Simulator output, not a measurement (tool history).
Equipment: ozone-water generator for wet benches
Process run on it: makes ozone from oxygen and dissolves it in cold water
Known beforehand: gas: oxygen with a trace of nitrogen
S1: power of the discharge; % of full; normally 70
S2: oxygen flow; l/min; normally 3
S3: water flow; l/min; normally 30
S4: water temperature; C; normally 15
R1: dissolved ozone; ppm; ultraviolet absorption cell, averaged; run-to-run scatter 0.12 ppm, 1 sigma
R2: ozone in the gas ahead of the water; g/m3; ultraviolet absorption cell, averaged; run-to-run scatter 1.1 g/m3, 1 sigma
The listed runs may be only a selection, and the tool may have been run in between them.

run 1 hour=0 | S1=70 S2=3 S3=30 S4=15 | R1=12 R2=197.2
run 2 hour=22.7 | S1=70 S2=3 S3=30 S4=15 | R1=11.8 R2=199
run 3 hour=50.1 | S1=70 S2=3 S3=30 S4=15 | R1=11.9 R2=199.9
run 4 hour=75.1 | S1=70 S2=3 S3=30 S4=15 | R1=12.2 R2=198.6
run 5 hour=91.7 | S1=70 S2=3 S3=30 S4=15 | R1=12 R2=200.9
run 6 hour=119.9 | S1=70 S2=3 S3=30 S4=15 | R1=11.8 R2=201.5
run 7 hour=145.1 | S1=70 S2=3 S3=30 S4=9 | R1=12.6 R2=200.4
run 8 hour=159 | S1=67 S2=3 S3=30 S4=15 | R1=11.5 R2=194.1
run 9 hour=185.6 | S1=67 S2=3 S3=30 S4=15 | R1=11.2 R2=194.1
run 10 hour=206.1 | S1=44 S2=3 S3=30 S4=15 | R1=8.2 R2=136.4
run 11 hour=230.3 | S1=70 S2=3 S3=42 S4=15 | R1=8.3 R2=200.6
run 12 hour=257.6 | S1=70 S2=3 S3=30 S4=15 | R1=12.1 R2=202.8
run 13 hour=283.5 | S1=70 S2=3 S3=30 S4=15 | R1=11.9 R2=202.7
run 14 hour=301.8 | S1=70 S2=3 S3=22 S4=15 | R1=16.1 R2=203
run 15 hour=317 | S1=70 S2=3 S3=30 S4=15 | R1=11.8 R2=202.1
run 16 hour=339 | S1=70 S2=3 S3=30 S4=15 | R1=12.1 R2=204.3
run 17 hour=360.2 | S1=70 S2=3 S3=30 S4=15 | R1=12 R2=205.4
run 18 hour=377.6 | S1=69 S2=1.51 S3=30 S4=15 | R1=9.3 R2=279.4
run 19 hour=398.5 | S1=61 S2=4.55 S3=39 S4=15 | R1=9.3 R2=149.2
run 20 hour=414.9 | S1=63 S2=2.84 S3=30 S4=15 | R1=10.9 R2=194.1

What does the tool deliver on the next run?
run 21 hour=447.8 | S1=68 S2=2.84 S3=30 S4=12 | R1=? R2=?

Run 21 gave R1 11.6 ppm, R2 205.2 g/m3.
Had the tool carried no hidden state, the very same run would have given R1 11.6 ppm, R2 199.6 g/m3.
